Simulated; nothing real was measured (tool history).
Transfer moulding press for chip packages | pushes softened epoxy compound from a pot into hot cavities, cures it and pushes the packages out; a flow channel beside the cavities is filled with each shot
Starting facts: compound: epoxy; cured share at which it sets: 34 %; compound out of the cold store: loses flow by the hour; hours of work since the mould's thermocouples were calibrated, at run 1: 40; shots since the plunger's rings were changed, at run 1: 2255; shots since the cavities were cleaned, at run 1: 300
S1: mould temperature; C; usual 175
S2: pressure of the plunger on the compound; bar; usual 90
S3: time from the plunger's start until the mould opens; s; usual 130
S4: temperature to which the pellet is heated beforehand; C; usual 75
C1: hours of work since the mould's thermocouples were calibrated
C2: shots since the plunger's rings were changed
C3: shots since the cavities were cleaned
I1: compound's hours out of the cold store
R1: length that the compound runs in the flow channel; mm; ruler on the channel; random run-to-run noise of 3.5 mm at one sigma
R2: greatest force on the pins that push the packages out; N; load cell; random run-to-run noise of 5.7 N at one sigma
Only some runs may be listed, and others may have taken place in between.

run	hour	S1	S2	S3	S4	C1	C2	C3	I1	R1	R2
1	0	175	90	130	75	40	2255	300	41	584	296
# hour 23.6: cavities cleaned with cleaning compound and waxed
2	51.3	175	90	130	75	78	2755	279	35.8	601	295
# hour 76.6: cavities cleaned with cleaning compound and waxed
3	105.9	175	90	130	75	117	3289	295	28.6	628	290
# hour 128.4: cavities cleaned with cleaning compound and waxed
# hour 180.4: cavities cleaned with cleaning compound and waxed
4	185.6	175	69.8	130	75	175	4060	52	42.8	501	216
# hour 234.1: cavities cleaned with cleaning compound and waxed
5	234.1	175	69.8	130	75	210	4532	0	11.9	593	204
# hour 285.5: cavities cleaned with cleaning compound and waxed
6	295.2	175	69.8	130	67	255	5131	97	44.6	486	231
# hour 340.3: cavities cleaned with cleaning compound and waxed
7	340.9	175	90	125	75	288	5575	5	13.5	657	204
8	380.4	175	90	114	75	317	5972	402	15.5	645	358
# hour 392.2: cavities cleaned with cleaning compound and waxed
# hour 443.4: cavities cleaned with cleaning compound and waxed
9	446.3	175	90	114	75	364	6605	29	35.6	564	235
# hour 456.6: plunger's sealing rings changed
# hour 496.4: cavities cleaned with cleaning compound and waxed
10	496.4	177	90	130	80	399	386	0	9.5	728	203
# hour 549.5: cavities cleaned with cleaning compound and waxed
11	574.5	179	90.3	130	68	456	1155	251	35.2	614	285
# hour 606.6: cavities cleaned with cleaning compound and waxed
# hour 661.4: cavities cleaned with cleaning compound and waxed
12	663.6	179	90.3	130	68	521	2020	21	44.7	572	194
# hour 717: cavities cleaned with cleaning compound and waxed
# hour 727.3: mould's thermocouples calibrated
13	746.6	179	90.3	130	68	14	2820	277	34.9	603	282

Forecast each of these 5 alternatives for the next run:
# hour 772.2: cavities cleaned with cleaning compound and waxed
A	810.2	179	90.3	113	68	61	3444	381	20.7	?	?
# hour 772.2: cavities cleaned with cleaning compound and waxed
B	810.2	169	102	113	75	61	3444	381	31.4	?	?
# hour 772.2: cavities cleaned with cleaning compound and waxed
C	810.2	175	95	125	75	61	3444	381	16.6	?	?
# hour 772.2: cavities cleaned with cleaning compound and waxed
D	810.2	183	90.3	152	68	61	3444	381	25.9	?	?
# hour 772.2: cavities cleaned with cleaning compound and waxed
E	810.2	175	90	145	75	61	3444	381	30.7	?	?

run	R1	R2
A	648	323
B	680	533
C	697	334
D	618	293
E	617	314
Stripped of hidden state, with their random variation kept, the same runs would have yielded:
run	R1	R2
A	680	198
B	713	324
C	732	206
D	649	182
E	647	193
